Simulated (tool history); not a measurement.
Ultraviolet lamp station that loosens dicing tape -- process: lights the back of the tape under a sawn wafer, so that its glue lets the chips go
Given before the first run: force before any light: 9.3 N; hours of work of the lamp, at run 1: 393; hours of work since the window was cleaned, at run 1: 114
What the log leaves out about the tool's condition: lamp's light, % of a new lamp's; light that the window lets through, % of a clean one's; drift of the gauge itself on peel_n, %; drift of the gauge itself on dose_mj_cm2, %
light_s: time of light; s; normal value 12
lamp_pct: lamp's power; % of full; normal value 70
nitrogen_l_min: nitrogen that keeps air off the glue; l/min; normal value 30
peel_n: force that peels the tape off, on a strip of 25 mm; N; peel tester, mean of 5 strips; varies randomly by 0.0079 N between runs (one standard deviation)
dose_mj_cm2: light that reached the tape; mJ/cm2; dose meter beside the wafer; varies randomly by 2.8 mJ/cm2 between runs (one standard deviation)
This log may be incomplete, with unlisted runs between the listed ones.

run,day,light_s,lamp_pct,nitrogen_l_min,hours of work of the lamp,hours of work since the window was cleaned,peel_n,dose_mj_cm2
1,0,12,70,30,393,114,0.295,381
2,1.933,12,97,30,423,144,0.219,527
3,3.054,12,97,30,440,161,0.205,526
4,4.792,6,70,30,467,188,1.193,195
5,6.496,6,70,30,493,214,1.295,188
6,8.117,6,70,30,518,239,1.196,187
7,9.642,6,70,30,541,263,1.233,192
8,11.721,6,70,30,573,295,1.235,189
9,13.592,12,70,30,602,323,0.309,380
10,14.629,22,70,30,618,339,0.187,695
11,16.096,7,70,30,641,362,0.9,223
12,18.175,12,70,43,672,394,0.259,382
13,20.267,12,70,43,705,426,0.254,382
14,21.288,12,70,27,720,441,0.341,380
15,22.858,12,70,27,744,466,0.335,384
16,23.967,12,70,27,761,483,0.325,380
17,25.817,6,70,30,790,511,1.237,190
18,27.338,6,70,30,813,534,1.223,192
19,28.362,6,70,30,829,550,1.232,190
20,29.746,12,70,30,850,571,0.304,382
21,30.712,12,70,30,865,586,0.308,382
# day 32.088: window cleaned of glue's vapour
22,32.729,12,70,30,896,10,0.312,380
23,33.933,12,70,30,914,28,0.301,382
24,35.392,8,80,14,937,51,1.014,289
25,37.096,8,80,14,963,77,1.015,289
26,38.904,8,80,14,991,105,1.027,288
27,40.521,8,80,14,1015,130,1.027,292
28,41.712,22,64,14,1034,148,0.235,638
29,43.138,22,64,14,1056,170,0.243,640
30,44.912,22,64,14,1083,197,0.237,637
31,46.942,22,64,11,1114,228,0.284,637
32,48.796,22,64,11,1142,257,0.277,638
33,50.283,22,81,47,1165,280,0.182,801
34,51.933,11,68,58,1191,305,0.247,341
35,54.025,11,68,58,1223,337,0.26,338

Expected results for the next run?
36,55.812,12,70,20,1250,364,?,?

peel_n: 0.427 N
dose_mj_cm2: 374 mJ/cm2
With the hidden condition absent and the run-to-run variation left alone, this run would have shown peel_n 0.425 N, dose_mj_cm2 374 mJ/cm2.
